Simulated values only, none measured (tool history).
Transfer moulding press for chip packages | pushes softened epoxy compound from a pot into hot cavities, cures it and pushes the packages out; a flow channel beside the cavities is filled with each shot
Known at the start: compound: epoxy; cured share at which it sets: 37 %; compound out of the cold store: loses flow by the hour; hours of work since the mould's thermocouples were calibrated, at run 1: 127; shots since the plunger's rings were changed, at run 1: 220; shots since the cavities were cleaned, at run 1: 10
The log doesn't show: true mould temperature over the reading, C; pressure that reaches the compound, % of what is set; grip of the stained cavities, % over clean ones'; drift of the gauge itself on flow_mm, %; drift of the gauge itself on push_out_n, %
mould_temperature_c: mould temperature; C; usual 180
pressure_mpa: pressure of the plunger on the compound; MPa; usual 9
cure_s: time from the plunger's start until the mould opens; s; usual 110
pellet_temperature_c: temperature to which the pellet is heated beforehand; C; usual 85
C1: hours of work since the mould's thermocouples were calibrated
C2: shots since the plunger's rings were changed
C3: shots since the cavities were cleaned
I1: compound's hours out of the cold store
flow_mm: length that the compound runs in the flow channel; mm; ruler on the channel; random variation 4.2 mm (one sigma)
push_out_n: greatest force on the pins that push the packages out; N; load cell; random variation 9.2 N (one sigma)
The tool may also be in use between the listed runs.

{"run": 1, "hour": 0.0, "mould_temperature_c": 180, "pressure_mpa": 9, "cure_s": 110, "pellet_temperature_c": 85, "C1": 127, "C2": 220, "C3": 10, "I1": 44.2, "flow_mm": 749, "push_out_n": 422}
{"run": 2, "hour": 10.9, "mould_temperature_c": 180, "pressure_mpa": 9, "cure_s": 110, "pellet_temperature_c": 85, "C1": 133, "C2": 334, "C3": 124, "I1": 25.5, "flow_mm": 775, "push_out_n": 495}
{"run": 3, "hour": 20.3, "mould_temperature_c": 178, "pressure_mpa": 9, "cure_s": 110, "pellet_temperature_c": 85, "C1": 139, "C2": 434, "C3": 224, "I1": 43.7, "flow_mm": 760, "push_out_n": 595}
{"run": 4, "hour": 26.5, "mould_temperature_c": 178, "pressure_mpa": 10.34, "cure_s": 110, "pellet_temperature_c": 85, "C1": 142, "C2": 499, "C3": 289, "I1": 47.7, "flow_mm": 803, "push_out_n": 637}
{"run": 5, "hour": 33.0, "mould_temperature_c": 177, "pressure_mpa": 10.34, "cure_s": 110, "pellet_temperature_c": 85, "C1": 146, "C2": 567, "C3": 357, "I1": 31.2, "flow_mm": 837, "push_out_n": 716}
{"hour": 40.8, "done": "cavities cleaned with cleaning compound and waxed"}
{"run": 6, "hour": 40.8, "mould_temperature_c": 180, "pressure_mpa": 9, "cure_s": 110, "pellet_temperature_c": 85, "C1": 150, "C2": 633, "C3": 0, "I1": 22.3, "flow_mm": 779, "push_out_n": 780}
{"run": 7, "hour": 46.6, "mould_temperature_c": 180, "pressure_mpa": 9, "cure_s": 110, "pellet_temperature_c": 91, "C1": 153, "C2": 694, "C3": 61, "I1": 32.8, "flow_mm": 763, "push_out_n": 773}
{"run": 8, "hour": 55.8, "mould_temperature_c": 180, "pressure_mpa": 9, "cure_s": 110, "pellet_temperature_c": 85, "C1": 158, "C2": 791, "C3": 158, "I1": 41.4, "flow_mm": 749, "push_out_n": 780}
{"run": 9, "hour": 63.7, "mould_temperature_c": 180, "pressure_mpa": 8.75, "cure_s": 110, "pellet_temperature_c": 85, "C1": 163, "C2": 873, "C3": 240, "I1": 22.8, "flow_mm": 764, "push_out_n": 810}
{"run": 10, "hour": 73.2, "mould_temperature_c": 180, "pressure_mpa": 8.75, "cure_s": 110, "pellet_temperature_c": 85, "C1": 168, "C2": 973, "C3": 340, "I1": 43.6, "flow_mm": 728, "push_out_n": 800}
{"hour": 77.0, "done": "cavities cleaned with cleaning compound and waxed, once more"}
{"run": 11, "hour": 87.1, "mould_temperature_c": 180, "pressure_mpa": 9, "cure_s": 110, "pellet_temperature_c": 85, "C1": 176, "C2": 1104, "C3": 107, "I1": 41.8, "flow_mm": 738, "push_out_n": 467}
{"run": 12, "hour": 98.4, "mould_temperature_c": 180, "pressure_mpa": 9, "cure_s": 110, "pellet_temperature_c": 85, "C1": 182, "C2": 1222, "C3": 225, "I1": 23.1, "flow_mm": 770, "push_out_n": 550}
{"run": 13, "hour": 108.6, "mould_temperature_c": 180, "pressure_mpa": 9, "cure_s": 110, "pellet_temperature_c": 85, "C1": 188, "C2": 1329, "C3": 332, "I1": 23.9, "flow_mm": 766, "push_out_n": 587}
{"hour": 119.2, "done": "cavities cleaned with cleaning compound and waxed"}
{"run": 14, "hour": 120.6, "mould_temperature_c": 180, "pressure_mpa": 9, "cure_s": 110, "pellet_temperature_c": 85, "C1": 194, "C2": 1439, "C3": 14, "I1": 29.1, "flow_mm": 749, "push_out_n": 417}
{"run": 15, "hour": 128.6, "mould_temperature_c": 180, "pressure_mpa": 9, "cure_s": 110, "pellet_temperature_c": 85, "C1": 199, "C2": 1524, "C3": 99, "I1": 13.4, "flow_mm": 781, "push_out_n": 469}
{"run": 16, "hour": 136.8, "mould_temperature_c": 180, "pressure_mpa": 10.16, "cure_s": 115, "pellet_temperature_c": 85, "C1": 204, "C2": 1609, "C3": 184, "I1": 42, "flow_mm": 779, "push_out_n": 466}
{"run": 17, "hour": 146.9, "mould_temperature_c": 180, "pressure_mpa": 10.16, "cure_s": 115, "pellet_temperature_c": 85, "C1": 210, "C2": 1716, "C3": 291, "I1": 15.1, "flow_mm": 823, "push_out_n": 534}
{"run": 18, "hour": 156.5, "mould_temperature_c": 188, "pressure_mpa": 10.16, "cure_s": 115, "pellet_temperature_c": 86, "C1": 215, "C2": 1817, "C3": 392, "I1": 10.5, "flow_mm": 790, "push_out_n": 453}
{"hour": 161.7, "done": "cavities cleaned with cleaning compound and waxed"}
{"run": 19, "hour": 165.7, "mould_temperature_c": 188, "pressure_mpa": 10.16, "cure_s": 115, "pellet_temperature_c": 86, "C1": 220, "C2": 1898, "C3": 43, "I1": 9.4, "flow_mm": 796, "push_out_n": 322}
{"run": 20, "hour": 175.9, "mould_temperature_c": 188, "pressure_mpa": 10.16, "cure_s": 115, "pellet_temperature_c": 86, "C1": 226, "C2": 2004, "C3": 149, "I1": 39.3, "flow_mm": 741, "push_out_n": 376}
{"run": 21, "hour": 187.9, "mould_temperature_c": 188, "pressure_mpa": 8.32, "cure_s": 115, "pellet_temperature_c": 86, "C1": 233, "C2": 2131, "C3": 276, "I1": 22.1, "flow_mm": 702, "push_out_n": 416}
{"run": 22, "hour": 199.5, "mould_temperature_c": 185, "pressure_mpa": 9, "cure_s": 110, "pellet_temperature_c": 85, "C1": 239, "C2": 2252, "C3": 397, "I1": 41.2, "flow_mm": 706, "push_out_n": 474}
{"hour": 203.4, "done": "cavities cleaned with cleaning compound and waxed"}
{"run": 23, "hour": 206.3, "mould_temperature_c": 184, "pressure_mpa": 9, "cure_s": 110, "pellet_temperature_c": 85, "C1": 242, "C2": 2307, "C3": 29, "I1": 41.7, "flow_mm": 717, "push_out_n": 345}
{"run": 24, "hour": 216.4, "mould_temperature_c": 184, "pressure_mpa": 9, "cure_s": 110, "pellet_temperature_c": 85, "C1": 248, "C2": 2414, "C3": 136, "I1": 45.5, "flow_mm": 699, "push_out_n": 400}
{"run": 25, "hour": 222.6, "mould_temperature_c": 184, "pressure_mpa": 9, "cure_s": 110, "pellet_temperature_c": 85, "C1": 252, "C2": 2479, "C3": 201, "I1": 45.8, "flow_mm": 697, "push_out_n": 413}
{"run": 26, "hour": 231.6, "mould_temperature_c": 180, "pressure_mpa": 9, "cure_s": 111, "pellet_temperature_c": 86, "C1": 257, "C2": 2573, "C3": 295, "I1": 19.2, "flow_mm": 760, "push_out_n": 549}
{"run": 27, "hour": 240.8, "mould_temperature_c": 176, "pressure_mpa": 8.22, "cure_s": 110, "pellet_temperature_c": 76, "C1": 263, "C2": 2670, "C3": 392, "I1": 28.4, "flow_mm": 718, "push_out_n": 799}
{"hour": 245.2, "done": "cavities cleaned with cleaning compound and waxed"}
{"run": 28, "hour": 250.7, "mould_temperature_c": 176, "pressure_mpa": 8.22, "cure_s": 110, "pellet_temperature_c": 76, "C1": 268, "C2": 2759, "C3": 58, "I1": 40, "flow_mm": 698, "push_out_n": 608}

Forecast each of these 4 alternatives for the next run:
{"run": "A", "hour": 256.2, "mould_temperature_c": 175, "pressure_mpa": 8.22, "cure_s": 110, "pellet_temperature_c": 89, "C1": 271, "C2": 2817, "C3": 116, "I1": 9.8, "flow_mm": "?", "push_out_n": "?"}
{"run": "B", "hour": 256.2, "mould_temperature_c": 188, "pressure_mpa": 9, "cure_s": 117, "pellet_temperature_c": 89, "C1": 271, "C2": 2817, "C3": 116, "I1": 9.9, "flow_mm": "?", "push_out_n": "?"}
{"run": "C", "hour": 256.2, "mould_temperature_c": 180, "pressure_mpa": 9.5, "cure_s": 110, "pellet_temperature_c": 85, "C1": 271, "C2": 2817, "C3": 116, "I1": 11.9, "flow_mm": "?", "push_out_n": "?"}
{"run": "D", "hour": 256.2, "mould_temperature_c": 176, "pressure_mpa": 8.22, "cure_s": 110, "pellet_temperature_c": 84, "C1": 271, "C2": 2817, "C3": 116, "I1": 47.2, "flow_mm": "?", "push_out_n": "?"}

run=A flow_mm=747 push_out_n=668
run=B flow_mm=730 push_out_n=351
run=C flow_mm=786 push_out_n=482
run=D flow_mm=689 push_out_n=619
Without the tool's hidden state the same runs would have given:
run=A flow_mm=796 push_out_n=595
run=B flow_mm=778 push_out_n=295
run=C flow_mm=837 push_out_n=424
run=D flow_mm=734 push_out_n=548

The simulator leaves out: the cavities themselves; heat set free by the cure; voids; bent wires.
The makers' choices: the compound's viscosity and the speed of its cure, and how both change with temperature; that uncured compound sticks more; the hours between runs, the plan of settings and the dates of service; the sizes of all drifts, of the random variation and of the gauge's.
